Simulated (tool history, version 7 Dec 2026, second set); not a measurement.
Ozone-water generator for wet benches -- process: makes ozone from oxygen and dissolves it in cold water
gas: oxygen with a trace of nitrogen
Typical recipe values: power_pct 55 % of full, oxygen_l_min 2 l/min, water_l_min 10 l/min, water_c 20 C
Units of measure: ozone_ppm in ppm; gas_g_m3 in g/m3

run,hour,power_pct,oxygen_l_min,water_l_min,water_c,ozone_ppm,gas_g_m3
1,0,55,2,10,20,18.6,195
2,39.4,41,2,10,20,14.9,159.8
3,76.3,41,2,10,20,15.1,156.9
4,133.1,55,2,10,20,18.6,194
5,189.9,55,2,10,20,18.6,194.4
6,236.3,55,2,10,20,18.3,194.3
7,310.6,78,2,10,20,23.7,252.4
8,388.7,55,2,10,20,18.2,193.7
# hour 392.6: water thermometer calibrated
9,427.7,55,2,10,16,19,193.1
10,500.2,55,2,10,16,19,191.9
11,570.3,55,2,10,16,18.8,190.9
12,616.8,55,2,10,16,18.8,190.6
13,670.4,55,2,10,16,19,190.3
14,738.7,83,1.49,10,20,23.1,297.8
15,796.2,83,2.19,10,27,21.5,241.7
16,839.5,83,2.19,10,27,21.6,242.2
# hour 843.6: water thermometer calibrated, once more
17,903.3,55,1.9,6,20,25,195.4
18,963.1,55,1.9,6,20,25,193.4
19,998.4,72,1.9,6,13,33.5,232
20,1048.7,61,1.9,6,13,30.2,209.7
21,1083.4,61,1.9,6,13,29.9,208.6
22,1144.4,61,1.9,6,13,29.5,206.9
23,1179.5,56,1.71,10,20,17.6,204.3
24,1233.4,58,1.71,13,17,14.9,209.4

4 options for the next run, each taken on its own from the tool as it stands now. Forecast them:
A,1300,44,2.17,7,17,?,?
B,1300,82,1.71,7,21,?,?
C,1300,58,1.3,13,24,?,?
D,1300,55,2,11,22,?,?

run,ozone_ppm,gas_g_m3
A,20.2,155.7
B,29,267.6
C,13.1,244.6
D,15.5,187.1
The same runs, with their run-to-run variation unchanged, on a tool lacking any hidden condition would have given:
run,ozone_ppm,gas_g_m3
A,22.4,168.1
B,34,304.9
C,14.9,270.5
D,17.7,206.1
